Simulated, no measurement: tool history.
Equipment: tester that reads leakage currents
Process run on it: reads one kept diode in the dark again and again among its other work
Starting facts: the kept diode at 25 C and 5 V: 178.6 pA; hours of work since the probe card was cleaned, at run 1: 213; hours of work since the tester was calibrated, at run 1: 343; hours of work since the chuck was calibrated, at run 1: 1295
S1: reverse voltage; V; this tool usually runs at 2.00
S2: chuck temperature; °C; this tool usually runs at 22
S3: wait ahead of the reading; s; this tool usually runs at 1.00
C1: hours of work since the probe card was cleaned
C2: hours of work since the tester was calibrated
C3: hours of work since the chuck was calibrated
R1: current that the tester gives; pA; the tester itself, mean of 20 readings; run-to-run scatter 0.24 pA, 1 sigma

run    day     S1  S2    S3   C1   C2    C3      R1
  1  0.000   2.00  22  1.00  213  343  1295   78.62
  2  0.604   2.00  22  0.50  221  351  1303   79.88
  3  1.554   2.00  41  0.50  234  364  1316  430.48
  4  2.746   2.00  41  0.50  250  380  1332  428.17
  5  3.596   2.00  41  0.50  262  392  1344  427.70
  6  4.200  10.99  23  0.33  270  400  1352  247.76
  7  5.358   1.04  35  5.68  286  416  1368  174.44
  8  6.733  14.04  29  1.00  305  435  1387  480.64

Run 9, settings as shown, results not yet in. Your forecast:
  9  8.217  6.79  25  7.69  325  455  1407   ?

{"run 9": {"R1": 213.81}}
On a tool with no hidden condition, and with the same random variation, this run would have come out at R1 213.68 pA.

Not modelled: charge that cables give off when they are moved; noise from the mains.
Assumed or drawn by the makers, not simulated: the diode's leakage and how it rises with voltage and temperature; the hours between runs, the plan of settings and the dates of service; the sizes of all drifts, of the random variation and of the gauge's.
